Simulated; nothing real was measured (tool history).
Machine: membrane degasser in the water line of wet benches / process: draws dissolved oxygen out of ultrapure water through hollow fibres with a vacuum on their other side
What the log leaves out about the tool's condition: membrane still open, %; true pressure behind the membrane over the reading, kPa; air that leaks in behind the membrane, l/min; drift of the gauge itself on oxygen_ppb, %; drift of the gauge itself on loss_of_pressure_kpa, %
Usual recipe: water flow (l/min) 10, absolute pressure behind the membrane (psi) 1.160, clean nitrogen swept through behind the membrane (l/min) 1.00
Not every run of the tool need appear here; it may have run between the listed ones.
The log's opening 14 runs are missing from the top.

run    hour  water flow (l/min)  absolute pressure behind the membrane (psi)  clean nitrogen swept through behind the membrane (l/min)  hours since the membrane was changed  hours since the vacuum gauge was calibrated  hours since the vacuum lines were made tight  dissolved oxygen in the water behind the degasser (ppb)  pressure that the water loses in the fibres (psi)
 15   475.0                  15                                        1.160                                                      1.00                                  2005                                         1943                                          1779                                                    681.9                                             10.966
 16   507.4                  15                                        1.160                                                      1.00                                  2037                                         1976                                          1811                                                    674.9                                             10.952
 17   546.2                  15                                        1.160                                                      1.00                                  2076                                         2015                                          1850                                                    682.3                                             10.947
 18   584.7                  12                                        0.821                                                      1.08                                  2114                                         2053                                          1889                                                    447.5                                              8.788
 19   607.2                  12                                        0.821                                                      1.08                                  2137                                         2076                                          1911                                                    444.0                                              8.779
 20   633.6                  12                                        0.775                                                      0.80                                  2163                                         2102                                          1938                                                    453.5                                              8.752
 21   678.9                  11                                        2.637                                                      1.00                                  2208                                         2147                                          1983                                                    672.3                                              8.052
 22   712.0                  11                                        0.735                                                      0.87                                  2242                                         2180                                          2016                                                    386.7                                              8.055
 23   735.1                  11                                        0.735                                                      0.87                                  2265                                         2204                                          2039                                                    381.7                                              8.000
 24   758.8                  11                                        0.735                                                      0.87                                  2288                                         2227                                          2063                                                    385.8                                              8.035
 25   796.0                  13                                        2.248                                                      0.78                                  2326                                         2264                                          2100                                                    836.5                                              9.472
 26   839.1                  13                                        2.248                                                      0.78                                  2369                                         2308                                          2143                                                    830.0                                              9.471
 27   858.9                  13                                        2.248                                                      0.78                                  2388                                         2327                                          2163                                                    829.9                                              9.500
 28   888.6                  13                                        1.682                                                      0.78                                  2418                                         2357                                          2193                                                    720.1                                              9.467
 29   921.7                   7                                        1.131                                                      1.01                                  2451                                         2390                                          2226                                                    218.3                                              5.127
 30   966.0                  10                                        1.804                                                      2.75                                  2495                                         2434                                          2270                                                    361.2                                              7.279
 31  1009.9                  10                                        0.698                                                      2.75                                  2539                                         2478                                          2314                                                    300.1                                              7.300

What if the next run were any one of these 3? Each begins from the tool's condition after run 31:
  A  1040.0                  10                                        2.529                                                      2.72                                  2569                                         2508                                          2344                                                        ?                                                  ?
  B  1040.0                  10                                        2.354                                                      1.00                                  2569                                         2508                                          2344                                                        ?                                                  ?
  C  1040.0                  10                                        2.107                                                      1.00                                  2569                                         2508                                          2344                                                        ?                                                  ?

run  dissolved oxygen in the water behind the degasser (ppb)  pressure that the water loses in the fibres (psi)
  A                                                    403.8                                              7.300
  B                                                    565.7                                              7.307
  C                                                    528.4                                              7.292
Without the tool's hidden state the same runs would have given:
run  dissolved oxygen in the water behind the degasser (ppb)  pressure that the water loses in the fibres (psi)
  A                                                    403.6                                              7.298
  B                                                    565.5                                              7.306
  C                                                    528.2                                              7.291
